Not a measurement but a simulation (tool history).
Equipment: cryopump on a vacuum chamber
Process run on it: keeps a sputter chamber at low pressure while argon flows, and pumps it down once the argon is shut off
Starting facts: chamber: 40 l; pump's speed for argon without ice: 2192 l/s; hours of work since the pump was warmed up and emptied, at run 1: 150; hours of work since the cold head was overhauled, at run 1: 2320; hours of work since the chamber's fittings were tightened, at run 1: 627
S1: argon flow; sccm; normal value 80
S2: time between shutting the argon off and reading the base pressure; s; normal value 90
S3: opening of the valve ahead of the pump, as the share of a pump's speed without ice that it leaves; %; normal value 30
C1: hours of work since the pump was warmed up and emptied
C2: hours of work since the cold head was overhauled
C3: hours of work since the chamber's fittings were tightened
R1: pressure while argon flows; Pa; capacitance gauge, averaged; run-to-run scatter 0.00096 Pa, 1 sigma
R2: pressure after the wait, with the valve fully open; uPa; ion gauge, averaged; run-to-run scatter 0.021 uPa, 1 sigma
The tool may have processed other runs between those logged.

Run 1, day 0: usual settings; C1 150; C2 2320; C3 627. Result: R1 0.2156 Pa, R2 0.46 uPa.
Run 2, day 2.233: usual settings but S3 16 %; C1 199; C2 2369; C3 675. Result: R1 0.3953 Pa, R2 0.46 uPa.
Run 3, day 3.396: usual settings but S3 16 %; C1 224; C2 2394; C3 700. Result: R1 0.3969 Pa, R2 0.47 uPa.
Run 4, day 5.633: usual settings but S2 23 s; C1 272; C2 2442; C3 748. Result: R1 0.2206 Pa, R2 1.22 uPa.
Run 5, day 7.8: usual settings but S2 23 s; C1 319; C2 2489; C3 795. Result: R1 0.2254 Pa, R2 1.22 uPa.
Run 6, day 10.296: usual settings but S2 23 s; C1 373; C2 2542; C3 849. Result: R1 0.2274 Pa, R2 1.19 uPa.
At day 11.154: pump warmed up, emptied and cooled again.
Run 7, day 11.871: usual settings but S2 23 s; C1 15; C2 2572; C3 878. Result: R1 0.2072 Pa, R2 1.17 uPa.
Run 8, day 13.867: usual settings but S2 23 s, S3 15 %; C1 59; C2 2615; C3 921. Result: R1 0.4183 Pa, R2 1.19 uPa.
Run 9, day 16.725: usual settings but S1 49 sccm; C1 120; C2 2677; C3 983. Result: R1 0.129 Pa, R2 0.45 uPa.
Run 10, day 18.329: usual settings but S2 68 s; C1 155; C2 2711; C3 1017. Result: R1 0.2129 Pa, R2 0.54 uPa.
Run 11, day 21.154: usual settings but S2 68 s; C1 216; C2 2772; C3 1078. Result: R1 0.2179 Pa, R2 0.59 uPa.
Run 12, day 23.867: usual settings but S1 129 sccm, S2 292 s; C1 274; C2 2831; C3 1137. Result: R1 0.3566 Pa, R2 0.29 uPa.
Run 13, day 25.492: usual settings but S1 52 sccm, S2 128 s, S3 33 %; C1 309; C2 2866; C3 1172. Result: R1 0.1333 Pa, R2 0.4 uPa.
Run 14, day 27.842: usual settings but S1 44 sccm, S2 87 s, S3 38 %; C1 360; C2 2916; C3 1222. Result: R1 0.1012 Pa, R2 0.53 uPa.
At day 29.212: pump warmed up, emptied and cooled again.
Run 15, day 29.462: usual settings but S1 44 sccm, S2 87 s, S3 38 %; C1 5; C2 2947; C3 1253. Result: R1 0.0896 Pa, R2 0.45 uPa.
Run 16, day 32.225: usual settings but S1 38 sccm, S2 40 s, S3 40 %; C1 65; C2 3006; C3 1313. Result: R1 0.0751 Pa, R2 0.8 uPa.
Run 17, day 34.396: usual settings but S1 38 sccm, S2 40 s, S3 40 %; C1 112; C2 3053; C3 1359. Result: R1 0.0768 Pa, R2 0.77 uPa.
Run 18, day 36.304: usual settings but S1 38 sccm, S2 40 s, S3 40 %; C1 153; C2 3094; C3 1400. Result: R1 0.0782 Pa, R2 0.78 uPa.
Run 19, day 37.579: usual settings but S1 38 sccm, S2 40 s, S3 20 %; C1 180; C2 3122; C3 1428. Result: R1 0.1515 Pa, R2 0.82 uPa.
Run 20, day 39.35: usual settings but S1 38 sccm, S2 40 s, S3 27 %; C1 219; C2 3160; C3 1466. Result: R1 0.1152 Pa, R2 0.82 uPa.

Subtracting, for every run, the result it would have given without the tool's unlogged condition from the measured result gives the following. The same run-to-run variation enters both numbers; the gauge's scatter may not:
What the log doesn't record here: pump's speed, % of a pump's without ice; cold plate's temperature, K; leak into the chamber, uPa l/s; drift of the gauge itself on working_pa, %; drift of the gauge itself on base_upa, %.
run       R1     R2
  1  +0.0089  +0.06
  2  +0.0116  +0.07
  3  +0.0133  +0.08
  4  +0.0164  +0.09
  5  +0.0198  +0.09
  6  +0.0236  +0.11
  7   +0.002  +0.05
  8  +0.0039  +0.06
  9  +0.0042  +0.06
 10  +0.0087  +0.08
 11  +0.0119  +0.09
 12   +0.025   +0.1
 13  +0.0117  +0.11
 14  +0.0118  +0.13
 15  +0.0011  +0.07
 16  +0.0022  +0.08
 17  +0.0033  +0.09
 18  +0.0042   +0.1
 19  +0.0049  +0.11
 20  +0.0059  +0.12
